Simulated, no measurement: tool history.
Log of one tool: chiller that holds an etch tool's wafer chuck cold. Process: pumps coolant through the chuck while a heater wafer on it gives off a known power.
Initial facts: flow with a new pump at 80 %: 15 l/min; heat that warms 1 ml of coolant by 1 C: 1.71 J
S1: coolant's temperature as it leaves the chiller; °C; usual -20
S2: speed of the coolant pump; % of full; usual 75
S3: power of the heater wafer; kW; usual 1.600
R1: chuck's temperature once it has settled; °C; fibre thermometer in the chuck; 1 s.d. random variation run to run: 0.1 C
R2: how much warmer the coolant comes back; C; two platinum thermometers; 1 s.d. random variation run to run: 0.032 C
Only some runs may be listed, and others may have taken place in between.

Run 1, day 0.000: usual settings. Result: R1 -6.6 °C, R2 4.01 C.
Run 2, day 1.221: usual settings. Result: R1 -6.7 °C, R2 4.01 C.
Run 3, day 2.400: usual settings. Result: R1 -6.5 °C, R2 4.06 C.
Run 4, day 4.188: usual settings but S1 -18 °C. Result: R1 -4.6 °C, R2 4.04 C.
Run 5, day 5.800: usual settings. Result: R1 -6.7 °C, R2 3.94 C.
Run 6, day 7.600: usual settings. Result: R1 -6.5 °C, R2 3.96 C.
Run 7, day 9.408: usual settings but S3 1.431 kW. Result: R1 -8.1 °C, R2 3.55 C.
Run 8, day 11.067: usual settings but S3 1.431 kW. Result: R1 -8.0 °C, R2 3.56 C.
Run 9, day 11.879: usual settings but S3 1.431 kW. Result: R1 -8.0 °C, R2 3.58 C.
Run 10, day 13.092: usual settings but S1 -23 °C, S2 70 % of full, S3 1.431 kW. Result: R1 -10.4 °C, R2 3.85 C.
Run 11, day 13.921: usual settings but S1 -19 °C, S2 65 % of full, S3 1.344 kW. Result: R1 -6.6 °C, R2 3.91 C.
Run 12, day 15.408: usual settings but S1 -10 °C, S2 95 % of full, S3 2.178 kW. Result: R1 5.6 °C, R2 4.15 C.
Run 13, day 16.721: usual settings but S1 -10 °C, S2 95 % of full, S3 2.178 kW. Result: R1 5.5 °C, R2 4.12 C.
Run 14, day 18.433: usual settings but S1 -15 °C, S2 82 % of full, S3 1.193 kW. Result: R1 -5.6 °C, R2 2.61 C.
Run 15, day 19.633: usual settings but S2 73 % of full, S3 1.707 kW. Result: R1 -5.4 °C, R2 4.30 C.
Run 16, day 20.492: usual settings but S1 -30 °C, S2 81 % of full, S3 2.203 kW. Result: R1 -12.4 °C, R2 5.04 C.
Run 17, day 22.025: usual settings but S1 -17 °C, S2 81 % of full, S3 1.234 kW. Result: R1 -7.1 °C, R2 2.72 C.
Run 18, day 23.862: usual settings but S1 -17 °C, S2 81 % of full, S3 1.234 kW. Result: R1 -7.1 °C, R2 2.78 C.

Consider 3 possible next runs. They are alternatives, not a sequence: every one starts from the tool as it was left by run 18. What does each give?
Run A, day 24.771: usual settings but S1 -17 °C, S2 81 % of full, S3 0.849 kW. Result: R1 ?, R2 ?.
Run B, day 24.771: usual settings but S1 -17 °C, S2 92 % of full, S3 2.192 kW. Result: R1 ?, R2 ?.
Run C, day 24.771: usual settings but S1 -11 °C, S2 81 % of full, S3 1.214 kW. Result: R1 ?, R2 ?.

run     R1    R2
  A  -10.5  1.92
  B   -0.7  4.26
  C   -1.4  2.73
With no hidden state in the tool, these same runs would have given:
run     R1    R2
  A  -10.5  2.01
  B   -0.8  4.35
  C   -1.4  2.82
